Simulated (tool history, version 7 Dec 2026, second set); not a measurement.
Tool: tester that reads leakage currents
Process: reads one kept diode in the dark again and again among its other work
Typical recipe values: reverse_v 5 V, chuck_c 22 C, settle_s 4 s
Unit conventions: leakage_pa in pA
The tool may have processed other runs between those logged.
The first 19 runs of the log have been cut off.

run	day	reverse_v	chuck_c	settle_s	leakage_pa
20	18.875	1.11	23	4	71.36
21	19.817	5	45	4	745.45
22	20.792	1.86	27	0.65	125.44
23	21.417	1.86	26	0.65	117.21
24	22.596	9.05	47	2.13	1144.27
25	23.317	9.05	47	2.13	1140.77
26	24.542	1.32	42	2.53	315.34
27	25.729	1.09	25	2.53	82.58
28	27.079	3.59	22	3.54	117.39
29	28.375	3.59	22	3.54	116.46
30	29.488	2.26	25	6.35	116.35
31	30.85	1.91	26	0.47	117.16
32	31.654	5	23	1.22	149.72
33	32.271	5.75	24	1.01	173.31
34	33.054	5.75	24	7.16	171.12
35	34.367	5.75	24	7.16	171.02
36	35.304	7.46	22	4	167.36
37	36.592	7.46	22	4	166.27
38	37.521	12.92	28	3.64	348.53
39	38.912	2.89	37	0.62	320.16
40	40.05	2.89	37	0.62	321.56

Run 41 comes next. What will it give?
41	40.962	2.25	33	4	?

leakage_pa: 210.53 pA
Were there no unlogged condition in the tool, this run, its random variation unchanged, would have produced leakage_pa 211.43 pA.
